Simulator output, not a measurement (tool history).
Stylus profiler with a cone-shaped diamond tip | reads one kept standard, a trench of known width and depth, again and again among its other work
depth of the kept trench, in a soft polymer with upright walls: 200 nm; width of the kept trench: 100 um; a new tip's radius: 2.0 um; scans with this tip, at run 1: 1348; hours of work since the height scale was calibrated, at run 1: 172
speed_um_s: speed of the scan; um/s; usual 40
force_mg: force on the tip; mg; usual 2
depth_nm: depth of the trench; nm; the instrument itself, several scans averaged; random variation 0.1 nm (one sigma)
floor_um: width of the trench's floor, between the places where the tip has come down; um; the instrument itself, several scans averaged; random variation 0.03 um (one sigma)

| run | day | speed_um_s | force_mg | scans with this tip | hours of work since the height scale was calibrated | depth_nm | floor_um |
|---|---|---|---|---|---|---|---|
| 1 | 0 | 40 | 2 | 1348 | 172 | 201.11 | 98.13 |
| 2 | 3.196 | 11 | 2 | 1792 | 229 | 201.2 | 98.24 |
| 3 | 6.717 | 124 | 2 | 2281 | 292 | 201.33 | 97.94 |
| 4 | 11.521 | 124 | 2 | 2948 | 377 | 201.24 | 97.95 |
| 5 | 14.929 | 89 | 2 | 3422 | 437 | 201.23 | 98.04 |
| 6 | 17.767 | 95 | 2 | 3816 | 488 | 201.23 | 98.01 |
| 7 | 20.362 | 12 | 2 | 4176 | 534 | 201.1 | 98.22 |
| 8 | 23.262 | 40 | 2 | 4579 | 585 | 201.23 | 98.18 |
| 9 | 27.371 | 40 | 1.52 | 5149 | 658 | 200.94 | 98.11 |
| 10 | 32.138 | 40 | 2 | 5812 | 743 | 201.21 | 98.17 |
| 11 | 35.842 | 40 | 2 | 6326 | 809 | 201.27 | 98.11 |
| 12 | 40.721 | 40 | 2 | 7004 | 895 | 201.14 | 98.19 |
| 13 | 44.721 | 40 | 2 | 7559 | 966 | 201.15 | 98.19 |
| 14 | 49.621 | 40 | 3.69 | 8240 | 1053 | 201.92 | 98.17 |
| 15 | 54.575 | 40 | 3.69 | 8928 | 1141 | 201.87 | 98.22 |
| 16 | 58.846 | 36 | 3.69 | 9521 | 1217 | 201.93 | 98.15 |
| 17 | 61.733 | 36 | 3.69 | 9922 | 1268 | 201.92 | 98.22 |
| 18 | 64.921 | 10 | 2 | 10365 | 1325 | 201.23 | 98.22 |
| 19 | 69.858 | 10 | 2 | 11051 | 1413 | 201.31 | 98.18 |
| 20 | 72.408 | 40 | 0.91 | 11405 | 1458 | 200.75 | 98.12 |
| 21 | 76.192 | 40 | 0.97 | 11930 | 1525 | 200.6 | 98.09 |
| 22 | 80.725 | 13 | 1.41 | 12560 | 1606 | 200.98 | 98.21 |
| 23 | 84.929 | 19 | 3.24 | 13144 | 1680 | 201.67 | 98.17 |
| 24 | 89.629 | 19 | 3.34 | 13797 | 1764 | 201.69 | 98.2 |
| 25 | 91.646 | 19 | 3.34 | 14077 | 1799 | 201.76 | 98.22 |
|  | 92.808 | height scale calibrated on a step standard |
|  | 93.154 | new tip fitted, height scale calibrated |
| 26 | 96.408 | 19 | 3.34 | 452 | 58 | 201.84 | 98.18 |
| 27 | 100.608 | 125 | 4.54 | 1035 | 132 | 202.26 | 98.08 |
| 28 | 104.388 | 125 | 4.54 | 1560 | 199 | 202.32 | 98.06 |
| 29 | 108.712 | 125 | 4.54 | 2161 | 276 | 202.23 | 98.06 |
| 30 | 111.071 | 12 | 1.71 | 2488 | 318 | 201.27 | 98.21 |
| 31 | 115.067 | 22 | 2.81 | 3043 | 389 | 201.57 | 98.22 |
| 32 | 118.546 | 18 | 2 | 3527 | 451 | 201.34 | 98.2 |
| 33 | 121.358 | 18 | 2 | 3917 | 501 | 201.14 | 98.22 |
| 34 | 125.942 | 57 | 5.32 | 4553 | 582 | 202.43 | 98.16 |
| 35 | 130.883 | 40 | 2.48 | 5240 | 670 | 201.45 | 98.12 |
| 36 | 133.421 | 17 | 1.46 | 5593 | 715 | 200.99 | 98.22 |
| 37 | 138.367 | 40 | 1.33 | 6280 | 803 | 200.92 | 98.14 |
| 38 | 141.379 | 40 | 1.33 | 6698 | 856 | 200.86 | 98.14 |
| 39 | 145.167 | 26 | 1.3 | 7224 | 923 | 200.97 | 98.17 |
| 40 | 149.483 | 40 | 0.73 | 7824 | 1000 | 200.75 | 98.03 |
| 41 | 153.85 | 40 | 0.73 | 8430 | 1078 | 200.58 | 98.03 |
| 42 | 156.5 | 40 | 0.73 | 8798 | 1125 | 200.55 | 98.1 |

Forecast each of these 4 alternatives for the next run:
| A | 160.512 | 40 | 1.28 | 9355 | 1196 | ? | ? |
| B | 160.512 | 40 | 0.99 | 9355 | 1196 | ? | ? |
| C | 160.512 | 41 | 5.17 | 9355 | 1196 | ? | ? |
| D | 160.512 | 66 | 4.12 | 9355 | 1196 | ? | ? |

| run | depth_nm | floor_um |
|---|---|---|
| A | 201.02 | 98.18 |
| B | 200.69 | 98.09 |
| C | 202.04 | 98.17 |
| D | 202.06 | 98.16 |
Without the tool's hidden state the same runs would have given:
| run | depth_nm | floor_um |
|---|---|---|
| A | 201.03 | 98.19 |
| B | 200.7 | 98.1 |
| C | 202.05 | 98.18 |
| D | 202.06 | 98.17 |

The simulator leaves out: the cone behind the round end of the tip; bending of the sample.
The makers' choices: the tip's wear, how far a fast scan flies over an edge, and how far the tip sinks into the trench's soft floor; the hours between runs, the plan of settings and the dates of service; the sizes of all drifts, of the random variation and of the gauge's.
